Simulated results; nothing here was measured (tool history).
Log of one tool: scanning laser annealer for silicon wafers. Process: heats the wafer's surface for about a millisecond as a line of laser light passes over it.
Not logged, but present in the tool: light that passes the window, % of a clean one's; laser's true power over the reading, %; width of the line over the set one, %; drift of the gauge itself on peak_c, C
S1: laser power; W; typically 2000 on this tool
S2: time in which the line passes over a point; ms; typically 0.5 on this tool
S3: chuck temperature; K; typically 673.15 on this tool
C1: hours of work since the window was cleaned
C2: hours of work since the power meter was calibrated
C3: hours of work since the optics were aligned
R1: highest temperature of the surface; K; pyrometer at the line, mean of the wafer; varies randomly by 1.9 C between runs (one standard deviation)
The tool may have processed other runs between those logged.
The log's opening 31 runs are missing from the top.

run 32 hour=209.9 | S1=1711 S2=0.509 S3=667.15 | C1=271 C2=398 C3=1016 | R1=1291.15
run 33 hour=219.9 | S1=2042 S2=0.5 S3=637.15 | C1=279 C2=406 C3=1024 | R1=1416.15
run 34 hour=228.1 | S1=1994 S2=0.39 S3=673.15 | C1=285 C2=412 C3=1031 | R1=1350.15
run 35 hour=234.9 | S1=1875 S2=0.554 S3=694.15 | C1=290 C2=418 C3=1036 | R1=1424.15
run 36 hour=240.4 | S1=1875 S2=0.554 S3=694.15 | C1=295 C2=422 C3=1041 | R1=1427.15
run 37 hour=248.8 | S1=1756 S2=0.379 S3=665.15 | C1=302 C2=429 C3=1047 | R1=1232.15
run 38 hour=258.8 | S1=1756 S2=0.568 S3=665.15 | C1=309 C2=437 C3=1055 | R1=1342.15
run 39 hour=265.4 | S1=2000 S2=0.596 S3=688.15 | C1=315 C2=442 C3=1061 | R1=1503.15
run 40 hour=270.1 | S1=2000 S2=0.596 S3=688.15 | C1=319 C2=446 C3=1064 | R1=1505.15

Here are 5 independent what-if runs from the current tool condition. What would each one return?
run A hour=277.5 | S1=1711 S2=0.494 S3=640.15 | C1=324 C2=452 C3=1070 | R1=?
run B hour=277.5 | S1=1801 S2=0.596 S3=688.15 | C1=324 C2=452 C3=1070 | R1=?
run C hour=277.5 | S1=1976 S2=0.53 S3=679.15 | C1=324 C2=452 C3=1070 | R1=?
run D hour=277.5 | S1=1817 S2=0.377 S3=682.15 | C1=324 C2=452 C3=1070 | R1=?
run E hour=277.5 | S1=2098 S2=0.612 S3=636.15 | C1=324 C2=452 C3=1070 | R1=?

run=A R1=1256.15
run=B R1=1401.15
run=C R1=1443.15
run=D R1=1274.15
run=E R1=1511.15
Without the tool's hidden state the same runs would have given:
run=A R1=1290.15
run=B R1=1440.15
run=C R1=1484.15
run=D R1=1306.15
run=E R1=1559.15

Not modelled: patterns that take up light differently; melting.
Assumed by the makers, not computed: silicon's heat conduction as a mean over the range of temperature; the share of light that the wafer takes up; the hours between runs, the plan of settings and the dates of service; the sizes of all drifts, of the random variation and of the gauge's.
